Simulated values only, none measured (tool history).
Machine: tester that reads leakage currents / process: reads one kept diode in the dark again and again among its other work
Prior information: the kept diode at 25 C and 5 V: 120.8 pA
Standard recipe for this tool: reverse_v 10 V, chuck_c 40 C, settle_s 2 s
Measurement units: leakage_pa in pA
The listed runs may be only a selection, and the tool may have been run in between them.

run,hour,reverse_v,chuck_c,settle_s,leakage_pa
1,0,10,40,2,462.18
2,71,10,40,2,463.94
3,127.3,10,40,2,461.85
4,199.2,10,40,2,458.99
5,324.4,1.2,40,2,190.93
6,422.6,10,25,2,171.39
7,523,10,25,2,171.62
8,577.9,10,25,2,172.19
9,646.7,2,21,2,62.98
10,723.5,2,21,2,63.3
# hour 736.4: chuck's temperature calibrated
11,828,2,21,2,61.95
12,913.8,1.2,42,0.91,212.06
13,1006.3,13,40,3.52,504.77

Run 14 comes next. What will it give?
# hour 1049.2: chuck's temperature calibrated, once more
14,1084.3,13,24,1.84,?

Run 14 measured leakage_pa 191.23 pA.
If the tool had no hidden condition, the same run with the same run-to-run variation would have returned leakage_pa 168.58 pA.
